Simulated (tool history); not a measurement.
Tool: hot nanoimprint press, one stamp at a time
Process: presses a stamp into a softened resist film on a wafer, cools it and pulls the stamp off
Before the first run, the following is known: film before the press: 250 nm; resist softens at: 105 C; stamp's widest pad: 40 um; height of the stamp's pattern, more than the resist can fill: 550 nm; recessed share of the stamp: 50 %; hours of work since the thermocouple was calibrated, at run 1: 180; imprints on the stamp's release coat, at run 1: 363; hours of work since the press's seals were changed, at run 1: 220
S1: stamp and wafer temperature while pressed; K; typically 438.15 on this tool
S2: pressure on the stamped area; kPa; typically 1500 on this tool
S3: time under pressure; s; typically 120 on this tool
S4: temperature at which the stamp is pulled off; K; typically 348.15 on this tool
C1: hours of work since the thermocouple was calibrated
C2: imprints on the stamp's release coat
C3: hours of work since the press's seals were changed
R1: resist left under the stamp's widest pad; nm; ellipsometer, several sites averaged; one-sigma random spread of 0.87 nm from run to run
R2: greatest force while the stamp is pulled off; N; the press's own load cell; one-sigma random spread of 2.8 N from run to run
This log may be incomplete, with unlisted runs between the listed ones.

run     day      S1    S2   S3      S4   C1   C2   C3     R1   R2
  1   0.000  438.15  1500  120  348.15  180  363  220  114.8  131
  2   0.475  438.15  1500  120  348.15  186  382  225  115.4  127
  3   1.054  438.15  1500  120  348.15  193  405  233  113.4  135
  4   1.562  438.15  1500  120  348.15  199  425  239  113.5  130
  5   2.075  438.15  1500  120  348.15  205  445  245  113.7  128
  6   2.596  438.15  1500  120  348.15  212  465  252  111.8  137
  7   3.238  438.15  1500  120  355.15  220  491  260  114.4  110
  8   3.767  438.15  1500  201  348.15  226  511  266   93.1  137
  9   4.479  438.15  1500  201  348.15  235  539  275   92.3  136
 10   5.238  438.15  1500  201  348.15  244  569  284   91.5  137
 11   5.833  438.15  2050  201  348.15  252  593  292   79.9  134
 12   6.167  438.15  2050  201  348.15  256  606  296   79.3  141
 13   6.896  438.15  2050  201  348.15  265  635  305   79.3  134
 14   7.592  438.15  2050  201  348.15  273  662  313   79.0  142
 15   8.154  438.15  2050  201  348.15  280  684  320   79.3  134
 16   8.771  434.15  2050  201  348.15  288  708  328  104.7  140
 17   9.504  430.15  1500  120  343.15  297  737  337  174.9  157
 18  10.067  445.15  1500  120  338.15  304  759  344   71.1  174
 19  10.492  445.15  1500  120  338.15  309  776  349   71.4  176
 20  11.246  440.15  1750  120  350.15  319  806  358   91.3  135
 21  11.579  440.15  1750  120  350.15  323  819  363   90.8  132
 22  12.229  438.15  1110  120  348.15  331  845  371  127.1  139
 23  13.000  438.15  1100  108  350.15  340  875  380  132.4  132
 24  13.379  448.15  1500  120  345.15  345  890  385   58.4  145
 25  13.871  448.15  1500  120  345.15  351  909  391   60.2  149
 26  14.338  438.15  1100  120  339.15  357  928  397  127.3  174
 27  14.925  445.15  1500  151  348.15  364  951  404   64.4  142
 28  15.388  449.15  1500  120  348.15  370  969  410   54.7  142
 29  16.025  449.15  1500  105  343.15  378  994  417   56.9  169

Below are 5 alternative next runs, each starting from the tool's condition after run 29. Predict each:
  A  16.708  449.15  2220  105  343.15  386  1021  426   ?   ?
  B  16.708  440.15  1760  105  334.15  386  1021  426   ?   ?
  C  16.708  444.15  1160  105  343.15  386  1021  426   ?   ?
  D  16.708  449.15  1260  105  350.15  386  1021  426   ?   ?
  E  16.708  438.15  1720  120  348.15  386  1021  426   ?   ?

run     R1   R2
  A   47.1  163
  B   94.3  194
  C   88.8  156
  D   62.6  136
  E  103.6  141
The same runs, with their run-to-run variation unchanged, on a tool lacking any hidden condition would have given:
run     R1   R2
  A   50.3  147
  B  101.3  174
  C   95.6  141
  D   67.3  124
  E  111.3  128
